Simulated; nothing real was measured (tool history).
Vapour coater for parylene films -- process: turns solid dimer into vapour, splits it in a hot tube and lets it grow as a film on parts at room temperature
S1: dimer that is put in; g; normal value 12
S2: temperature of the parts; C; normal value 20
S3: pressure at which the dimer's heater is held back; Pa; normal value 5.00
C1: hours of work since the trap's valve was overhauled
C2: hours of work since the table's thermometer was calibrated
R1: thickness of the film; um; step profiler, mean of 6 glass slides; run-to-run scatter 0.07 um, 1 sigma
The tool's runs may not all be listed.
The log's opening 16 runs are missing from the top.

Run 17, day 7.058: usual settings but S1 9 g; C1 344; C2 261. Result: R1 5.84 um.
Run 18, day 7.538: usual settings but S1 9 g; C1 353; C2 270. Result: R1 5.68 um.
Run 19, day 8.054: usual settings; C1 363; C2 280. Result: R1 7.61 um.
Run 20, day 8.575: usual settings but S3 2.20 Pa; C1 373; C2 290. Result: R1 9.10 um.
Run 21, day 9.192: usual settings but S1 7 g, S2 24 C, S3 6.41 Pa; C1 385; C2 302. Result: R1 3.81 um.
Run 22, day 9.504: usual settings but S1 14 g, S2 22 C, S3 3.48 Pa; C1 391; C2 308. Result: R1 9.02 um.
Run 23, day 9.896: usual settings but S1 8 g, S3 6.68 Pa; C1 399; C2 315. Result: R1 4.68 um.
Run 24, day 10.529: usual settings but S1 8 g, S3 5.71 Pa; C1 411; C2 328. Result: R1 4.90 um.
Run 25, day 10.988: usual settings but S1 7 g, S2 17 C, S3 2.85 Pa; C1 420; C2 336. Result: R1 5.28 um.
Run 26, day 11.538: usual settings but S1 7 g, S2 17 C, S3 2.85 Pa; C1 430; C2 347. Result: R1 5.33 um.
Run 27, day 12.150: usual settings but S1 8 g, S2 28 C, S3 2.82 Pa; C1 442; C2 359. Result: R1 4.68 um.
Run 28, day 12.696: usual settings but S1 13 g, S2 14 C, S3 5.85 Pa; C1 453; C2 369. Result: R1 9.12 um.
Run 29, day 12.983: usual settings but S1 10 g, S2 29 C; C1 458; C2 375. Result: R1 4.97 um.
Run 30, day 13.425: usual settings but S1 10 g, S2 29 C; C1 467; C2 383. Result: R1 4.94 um.
Run 31, day 13.729: usual settings but S1 16 g, S3 2.62 Pa; C1 472; C2 389. Result: R1 11.47 um.
Run 32, day 14.112: usual settings; C1 480; C2 396. Result: R1 7.41 um.
Run 33, day 14.612: usual settings but S1 9 g, S3 9.06 Pa; C1 489; C2 406. Result: R1 4.96 um.
Run 34, day 15.254: usual settings but S1 8 g, S3 5.70 Pa; C1 502; C2 418. Result: R1 4.79 um.
Run 35, day 15.904: usual settings but S1 18 g, S2 19 C; C1 514; C2 431. Result: R1 11.35 um.
Run 36, day 16.546: usual settings but S1 18 g, S2 19 C; C1 527; C2 443. Result: R1 11.26 um.
Run 37, day 16.933: usual settings but S1 7 g, S2 14 C; C1 534; C2 451. Result: R1 4.91 um.
Run 38, day 17.471: usual settings but S1 7 g, S2 29 C; C1 544; C2 461. Result: R1 3.44 um.
Run 39, day 18.050: usual settings but S1 7 g, S2 21 C, S3 11.11 Pa; C1 555; C2 472. Result: R1 3.51 um.

Branching from run 39: 5 alternative next runs. What would each branch give?
Run A, day 18.429: usual settings but S1 8 g; C1 563; C2 479. Result: R1 ?.
Run B, day 18.429: usual settings but S2 15 C, S3 4.73 Pa; C1 563; C2 479. Result: R1 ?.
Run C, day 18.429: usual settings but S1 5 g, S3 6.14 Pa; C1 563; C2 479. Result: R1 ?.
Run D, day 18.429: usual settings but S1 8 g, S2 17 C, S3 4.83 Pa; C1 563; C2 479. Result: R1 ?.
Run E, day 18.429: usual settings but S1 7 g, S2 13 C, S3 11.11 Pa; C1 563; C2 479. Result: R1 ?.

run    R1
  A  4.86
  B  8.38
  C  2.87
  D  5.30
  E  4.20
Stripped of hidden state, with their random variation kept, the same runs would have yielded:
run    R1
  A  5.61
  B  9.68
  C  3.31
  D  6.12
  E  4.85

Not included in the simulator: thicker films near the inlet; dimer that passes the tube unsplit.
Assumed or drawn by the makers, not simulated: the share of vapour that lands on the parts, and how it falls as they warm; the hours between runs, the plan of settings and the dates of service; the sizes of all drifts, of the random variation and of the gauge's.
